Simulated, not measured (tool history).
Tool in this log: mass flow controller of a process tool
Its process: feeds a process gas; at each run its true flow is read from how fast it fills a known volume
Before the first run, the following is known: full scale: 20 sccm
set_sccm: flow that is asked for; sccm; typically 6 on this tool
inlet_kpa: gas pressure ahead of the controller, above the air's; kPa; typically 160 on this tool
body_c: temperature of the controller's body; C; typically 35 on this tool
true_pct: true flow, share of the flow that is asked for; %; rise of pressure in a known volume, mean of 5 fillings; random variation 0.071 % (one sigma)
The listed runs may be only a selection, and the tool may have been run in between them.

run 1 day=0.000 | set_sccm=6 inlet_kpa=160 body_c=35 | true_pct=100.01
run 2 day=11.954 | set_sccm=6 inlet_kpa=160 body_c=35 | true_pct=100.14
run 3 day=29.217 | set_sccm=3 inlet_kpa=160 body_c=35 | true_pct=100.02
run 4 day=47.917 | set_sccm=6 inlet_kpa=160 body_c=26 | true_pct=99.81
run 5 day=57.042 | set_sccm=6 inlet_kpa=160 body_c=26 | true_pct=99.87
run 6 day=76.421 | set_sccm=6 inlet_kpa=160 body_c=35 | true_pct=100.43
run 7 day=86.321 | set_sccm=6 inlet_kpa=160 body_c=35 | true_pct=100.48
run 8 day=106.408 | set_sccm=6 inlet_kpa=160 body_c=22 | true_pct=99.75
run 9 day=126.642 | set_sccm=6 inlet_kpa=160 body_c=22 | true_pct=99.97
run 10 day=142.858 | set_sccm=6 inlet_kpa=160 body_c=22 | true_pct=100.00
run 11 day=159.825 | set_sccm=6 inlet_kpa=160 body_c=35 | true_pct=100.71
-- day=179.125 controller's zero set anew
run 12 day=179.125 | set_sccm=6 inlet_kpa=160 body_c=35 | true_pct=100.86
run 13 day=197.362 | set_sccm=4 inlet_kpa=160 body_c=35 | true_pct=100.90
run 14 day=214.812 | set_sccm=4 inlet_kpa=160 body_c=35 | true_pct=100.84
run 15 day=229.838 | set_sccm=4 inlet_kpa=160 body_c=35 | true_pct=100.95
-- day=241.971 controller exchanged for a calibrated one
run 16 day=251.329 | set_sccm=4 inlet_kpa=160 body_c=35 | true_pct=101.13
run 17 day=263.792 | set_sccm=6 inlet_kpa=160 body_c=35 | true_pct=101.13
run 18 day=278.254 | set_sccm=6 inlet_kpa=160 body_c=35 | true_pct=101.35
run 19 day=299.442 | set_sccm=6 inlet_kpa=160 body_c=35 | true_pct=101.41
run 20 day=310.196 | set_sccm=6 inlet_kpa=160 body_c=35 | true_pct=101.39
run 21 day=325.054 | set_sccm=6 inlet_kpa=160 body_c=35 | true_pct=101.51
run 22 day=346.325 | set_sccm=6 inlet_kpa=160 body_c=35 | true_pct=101.68
run 23 day=364.233 | set_sccm=6 inlet_kpa=160 body_c=35 | true_pct=101.66
run 24 day=379.458 | set_sccm=6 inlet_kpa=160 body_c=35 | true_pct=101.72
run 25 day=395.904 | set_sccm=4 inlet_kpa=227 body_c=35 | true_pct=101.69
run 26 day=413.708 | set_sccm=10 inlet_kpa=173 body_c=30 | true_pct=101.80
-- day=428.162 gauge calibrated
run 27 day=432.054 | set_sccm=10 inlet_kpa=191 body_c=39 | true_pct=100.44
run 28 day=451.000 | set_sccm=6 inlet_kpa=191 body_c=29 | true_pct=99.70
run 29 day=464.208 | set_sccm=7 inlet_kpa=160 body_c=35 | true_pct=100.18
run 30 day=477.492 | set_sccm=7 inlet_kpa=160 body_c=35 | true_pct=100.39
run 31 day=492.633 | set_sccm=4 inlet_kpa=160 body_c=27 | true_pct=99.81
run 32 day=506.033 | set_sccm=10 inlet_kpa=216 body_c=26 | true_pct=100.02
run 33 day=520.604 | set_sccm=6 inlet_kpa=157 body_c=31 | true_pct=100.23
run 34 day=540.292 | set_sccm=6 inlet_kpa=237 body_c=35 | true_pct=100.49
run 35 day=551.825 | set_sccm=6 inlet_kpa=237 body_c=35 | true_pct=100.52

Run 36, settings as shown, results not yet in. Your forecast:
run 36 day=573.117 | set_sccm=6 inlet_kpa=276 body_c=34 | true_pct=?

Run 36 gave true_pct 100.46 %.
Without the tool's hidden state the same run would have given true_pct 99.81 %.
